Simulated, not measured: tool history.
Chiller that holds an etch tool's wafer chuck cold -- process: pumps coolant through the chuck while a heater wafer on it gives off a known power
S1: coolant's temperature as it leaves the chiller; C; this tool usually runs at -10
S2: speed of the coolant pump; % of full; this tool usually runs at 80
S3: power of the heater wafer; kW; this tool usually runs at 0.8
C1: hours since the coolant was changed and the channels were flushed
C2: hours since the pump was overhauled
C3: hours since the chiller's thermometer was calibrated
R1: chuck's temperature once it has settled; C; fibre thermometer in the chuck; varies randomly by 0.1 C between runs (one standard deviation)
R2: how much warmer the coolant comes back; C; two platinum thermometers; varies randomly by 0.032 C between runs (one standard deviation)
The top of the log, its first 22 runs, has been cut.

{"run": 23, "hour": 1948.7, "S1": -2, "S2": 77, "S3": 0.837, "C1": 2661, "C2": 2133, "C3": 2785, "R1": 6.2, "R2": 3.99}
{"run": 24, "hour": 2076.5, "S1": -2, "S2": 77, "S3": 0.769, "C1": 2789, "C2": 2261, "C3": 2913, "R1": 5.6, "R2": 3.68}
{"run": 25, "hour": 2168.6, "S1": -11, "S2": 65, "S3": 1.168, "C1": 2881, "C2": 2353, "C3": 3005, "R1": 2, "R2": 6.6}
{"run": 26, "hour": 2249.0, "S1": -16, "S2": 80, "S3": 0.891, "C1": 2961, "C2": 2433, "C3": 3085, "R1": -7.5, "R2": 4.11}
{"run": 27, "hour": 2384.3, "S1": -11, "S2": 80, "S3": 0.891, "C1": 3097, "C2": 2568, "C3": 3221, "R1": -2.4, "R2": 4.1}
{"run": 28, "hour": 2463.5, "S1": -6, "S2": 67, "S3": 0.436, "C1": 3176, "C2": 2648, "C3": 3300, "R1": -1.1, "R2": 2.34}
{"hour": 2502.5, "done": "chiller's thermometer calibrated"}
{"run": 29, "hour": 2523.5, "S1": -6, "S2": 67, "S3": 0.436, "C1": 3235, "C2": 2706, "C3": 21, "R1": -1.2, "R2": 2.41}
{"run": 30, "hour": 2595.6, "S1": -6, "S2": 77, "S3": 0.436, "C1": 3307, "C2": 2779, "C3": 93, "R1": -1.5, "R2": 2.11}
{"run": 31, "hour": 2704.1, "S1": -6, "S2": 77, "S3": 0.436, "C1": 3415, "C2": 2887, "C3": 202, "R1": -1.9, "R2": 2.15}

Branching from run 31: 5 alternative next runs. What would each branch give?
{"run": "A", "hour": 2825.2, "S1": -8, "S2": 80, "S3": 0.8, "C1": 3536, "C2": 3008, "C3": 323, "R1": "?", "R2": "?"}
{"run": "B", "hour": 2825.2, "S1": -16, "S2": 64, "S3": 0.436, "C1": 3536, "C2": 3008, "C3": 323, "R1": "?", "R2": "?"}
{"run": "C", "hour": 2825.2, "S1": -14, "S2": 74, "S3": 0.401, "C1": 3536, "C2": 3008, "C3": 323, "R1": "?", "R2": "?"}
{"run": "D", "hour": 2825.2, "S1": -6, "S2": 80, "S3": 0.8, "C1": 3536, "C2": 3008, "C3": 323, "R1": "?", "R2": "?"}
{"run": "E", "hour": 2825.2, "S1": -10, "S2": 88, "S3": 0.977, "C1": 3536, "C2": 3008, "C3": 323, "R1": "?", "R2": "?"}

run=A R1=-0.3 R2=3.75
run=B R1=-10.8 R2=2.58
run=C R1=-9.8 R2=2.04
run=D R1=1.8 R2=3.73
run=E R1=-1 R2=4.11
The same runs, with their run-to-run variation unchanged, on a tool lacking any hidden condition would have given:
run=A R1=-1.4 R2=3.44
run=B R1=-11.4 R2=2.37
run=C R1=-10.4 R2=1.87
run=D R1=0.7 R2=3.42
run=E R1=-2.2 R2=3.76

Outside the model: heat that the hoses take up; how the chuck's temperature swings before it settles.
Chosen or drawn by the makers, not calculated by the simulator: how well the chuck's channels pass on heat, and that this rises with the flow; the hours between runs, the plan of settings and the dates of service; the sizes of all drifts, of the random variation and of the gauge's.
